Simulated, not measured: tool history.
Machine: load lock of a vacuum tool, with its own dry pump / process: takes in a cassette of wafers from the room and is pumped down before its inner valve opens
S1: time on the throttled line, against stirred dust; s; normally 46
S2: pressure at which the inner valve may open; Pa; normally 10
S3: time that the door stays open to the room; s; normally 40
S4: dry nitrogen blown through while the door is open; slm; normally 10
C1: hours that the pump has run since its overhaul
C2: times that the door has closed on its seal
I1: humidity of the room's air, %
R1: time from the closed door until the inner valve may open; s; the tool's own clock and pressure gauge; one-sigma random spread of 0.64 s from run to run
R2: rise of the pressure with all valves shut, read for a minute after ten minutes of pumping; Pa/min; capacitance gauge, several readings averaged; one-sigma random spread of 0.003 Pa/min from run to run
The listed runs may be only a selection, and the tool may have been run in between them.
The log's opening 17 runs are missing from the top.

Run 18, day 157.379: usual settings; C1 11207; C2 17654; I1 44.6. Result: R1 99.0 s, R2 0.057 Pa/min.
Run 19, day 165.433: usual settings but S4 8 slm; C1 11400; C2 18490; I1 48.0. Result: R1 99.6 s, R2 0.067 Pa/min.
Run 20, day 172.438: usual settings but S1 53 s, S2 9 Pa, S3 134 s, S4 21 slm; C1 11568; C2 19218; I1 42.9. Result: R1 106.4 s, R2 0.078 Pa/min.
Run 21, day 181.979: usual settings but S1 50 s, S4 28 slm; C1 11797; C2 20209; I1 42.8. Result: R1 101.6 s, R2 0.056 Pa/min.
Run 22, day 191.417: usual settings but S2 9 Pa, S4 21 slm; C1 12024; C2 21189; I1 43.0. Result: R1 100.1 s, R2 0.070 Pa/min.
Run 23, day 202.825: usual settings but S3 207 s, S4 12 slm; C1 12298; C2 22374; I1 37.9. Result: R1 99.0 s, R2 0.092 Pa/min.
Run 24, day 213.654: usual settings but S2 9 Pa, S3 207 s, S4 11 slm; C1 12558; C2 23499; I1 47.0. Result: R1 100.6 s, R2 0.104 Pa/min.
Run 25, day 220.117: usual settings but S1 24 s, S2 11 Pa, S3 129 s, S4 5 slm; C1 12713; C2 24171; I1 45.4. Result: R1 84.6 s, R2 0.106 Pa/min.
Run 26, day 230.388: usual settings but S1 24 s, S2 11 Pa, S3 129 s, S4 5 slm; C1 12959; C2 25238; I1 44.3. Result: R1 83.7 s, R2 0.112 Pa/min.
Run 27, day 236.204: usual settings but S1 24 s, S2 11 Pa, S3 129 s, S4 5 slm; C1 13099; C2 25841; I1 42.8. Result: R1 84.5 s, R2 0.107 Pa/min.
Run 28, day 245.483: usual settings but S1 48 s, S3 182 s, S4 7 slm; C1 13322; C2 26806; I1 46.5. Result: R1 101.2 s, R2 0.119 Pa/min.
Run 29, day 255.162: usual settings but S1 35 s, S2 16 Pa, S3 75 s, S4 6 slm; C1 13554; C2 27811; I1 43.0. Result: R1 90.3 s, R2 0.107 Pa/min.
Run 30, day 261.612: usual settings but S1 51 s, S2 11 Pa, S3 83 s, S4 22 slm; C1 13709; C2 28481; I1 46.4. Result: R1 102.6 s, R2 0.105 Pa/min.
Run 31, day 273.433: usual settings but S1 92 s, S2 13 Pa, S3 83 s, S4 12 slm; C1 13992; C2 29709; I1 46.0. Result: R1 129.9 s, R2 0.117 Pa/min.
Run 32, day 282.146: usual settings but S1 67 s, S2 13 Pa, S3 83 s; C1 14201; C2 30614; I1 45.4. Result: R1 114.7 s, R2 0.125 Pa/min.
Run 33, day 289.867: usual settings but S1 67 s, S2 13 Pa, S3 83 s; C1 14387; C2 31416; I1 44.9. Result: R1 113.2 s, R2 0.120 Pa/min.
Run 34, day 298.479: usual settings but S1 41 s, S2 12 Pa, S3 183 s, S4 17 slm; C1 14593; C2 32310; I1 47.4. Result: R1 96.9 s, R2 0.140 Pa/min.
Run 35, day 304.404: usual settings but S1 27 s, S2 13 Pa; C1 14736; C2 32926; I1 41.7. Result: R1 86.3 s, R2 0.122 Pa/min.
Run 36, day 313.946: usual settings but S1 27 s, S2 13 Pa; C1 14965; C2 33917; I1 44.2. Result: R1 86.4 s, R2 0.128 Pa/min.
Run 37, day 325.471: usual settings but S1 27 s, S2 13 Pa; C1 15241; C2 35114; I1 46.5. Result: R1 85.8 s, R2 0.126 Pa/min.

Each row is a separate what-if for the run after 37, all from the same tool condition, not one after another. Results?
Run A, day 334.733: usual settings but S1 83 s, S2 19 Pa; C1 15464; C2 36076; I1 43.8. Result: R1 ?, R2 ?.
Run B, day 334.733: usual settings but S1 55 s, S2 11 Pa, S4 27 slm; C1 15464; C2 36076; I1 46.4. Result: R1 ?, R2 ?.
Run C, day 334.733: usual settings but S1 26 s, S2 13 Pa; C1 15464; C2 36076; I1 45.2. Result: R1 ?, R2 ?.
Run D, day 334.733: usual settings but S1 34 s; C1 15464; C2 36076; I1 47.7. Result: R1 ?, R2 ?.

run     R1     R2
  A  122.0  0.132
  B  106.6  0.131
  C   86.5  0.143
  D   93.9  0.137
With the hidden condition removed and each run's random variation left untouched, the same runs would have given:
run     R1     R2
  A  116.8  0.015
  B   99.6  0.012
  C   78.4  0.023
  D   86.0  0.019
